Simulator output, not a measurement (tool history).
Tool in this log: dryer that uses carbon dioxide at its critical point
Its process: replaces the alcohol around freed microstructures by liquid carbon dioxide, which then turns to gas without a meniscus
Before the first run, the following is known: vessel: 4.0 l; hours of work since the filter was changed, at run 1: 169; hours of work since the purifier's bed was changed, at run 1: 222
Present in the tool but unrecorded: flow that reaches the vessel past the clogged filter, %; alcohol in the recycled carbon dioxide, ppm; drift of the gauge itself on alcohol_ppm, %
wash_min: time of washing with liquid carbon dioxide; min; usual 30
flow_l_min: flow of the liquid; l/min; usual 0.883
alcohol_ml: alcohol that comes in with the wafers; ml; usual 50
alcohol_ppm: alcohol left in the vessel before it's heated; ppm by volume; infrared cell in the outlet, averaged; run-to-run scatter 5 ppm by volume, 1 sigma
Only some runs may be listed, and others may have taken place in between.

| run | day | wash_min | flow_l_min | alcohol_ml | hours of work since the filter was changed | hours of work since the purifier's bed was changed | alcohol_ppm |
|---|---|---|---|---|---|---|---|
| 1 | 0.000 | 30 | 0.883 | 50 | 169 | 222 | 140 |
| 2 | 0.396 | 30 | 0.655 | 50 | 174 | 228 | 254 |
| 3 | 0.796 | 30 | 0.883 | 50 | 180 | 233 | 136 |
| 4 | 1.029 | 30 | 0.883 | 50 | 183 | 236 | 137 |
| 5 | 1.233 | 30 | 0.883 | 50 | 186 | 239 | 153 |
| 6 | 1.462 | 30 | 0.883 | 50 | 189 | 242 | 149 |
| 7 | 1.708 | 30 | 0.883 | 50 | 192 | 246 | 148 |
| 8 | 2.062 | 30 | 0.883 | 50 | 197 | 251 | 154 |
| 9 | 2.312 | 30 | 0.883 | 50 | 200 | 254 | 152 |
| 10 | 2.533 | 30 | 0.883 | 50 | 203 | 257 | 157 |
| 11 | 2.775 | 30 | 0.883 | 50 | 207 | 260 | 146 |
| 12 | 3.021 | 30 | 0.883 | 50 | 210 | 264 | 160 |
| 13 | 3.333 | 30 | 0.883 | 50 | 214 | 268 | 162 |
| 14 | 3.575 | 30 | 0.883 | 50 | 218 | 271 | 163 |
| 15 | 3.833 | 30 | 0.883 | 22 | 221 | 275 | 150 |
| 16 | 4.054 | 32 | 0.809 | 120 | 224 | 278 | 233 |
| 17 | 4.421 | 24 | 1.012 | 108 | 229 | 283 | 264 |
| 18 | 4.650 | 24 | 1.012 | 108 | 232 | 286 | 273 |
| 19 | 4.983 | 19 | 0.693 | 73 | 237 | 291 | 1178 |
| 20 | 5.221 | 30 | 1.324 | 20 | 240 | 294 | 135 |
| 21 | 5.575 | 30 | 0.708 | 46 | 245 | 299 | 241 |
| 22 | 5.917 | 43 | 0.809 | 34 | 250 | 303 | 135 |
| 23 | 6.150 | 43 | 0.809 | 34 | 253 | 307 | 140 |
| 24 | 6.362 | 43 | 0.809 | 34 | 256 | 309 | 142 |
| 25 | 6.612 | 31 | 0.588 | 50 | 259 | 313 | 379 |
| 26 | 6.812 | 45 | 0.994 | 50 | 262 | 316 | 134 |
| 27 | 7.100 | 25 | 1.433 | 34 | 266 | 320 | 141 |
| 28 | 7.400 | 25 | 0.757 | 21 | 270 | 324 | 232 |
| 29 | 7.779 | 25 | 0.757 | 21 | 275 | 329 | 231 |

Measured result minus the same run's result without the hidden state. Both carry the same run-to-run variation, though not necessarily the same gauge scatter:
| run | alcohol_ppm |
|---|---|
| 1 | +110 |
| 2 | +147 |
| 3 | +112 |
| 4 | +115 |
| 5 | +116 |
| 6 | +117 |
| 7 | +119 |
| 8 | +122 |
| 9 | +125 |
| 10 | +124 |
| 11 | +126 |
| 12 | +127 |
| 13 | +133 |
| 14 | +131 |
| 15 | +125 |
| 16 | +170 |
| 17 | +184 |
| 18 | +185 |
| 19 | +422 |
| 20 | +122 |
| 21 | +175 |
| 22 | +127 |
| 23 | +131 |
| 24 | +132 |
| 25 | +227 |
| 26 | +128 |
| 27 | +134 |
| 28 | +176 |
| 29 | +177 |
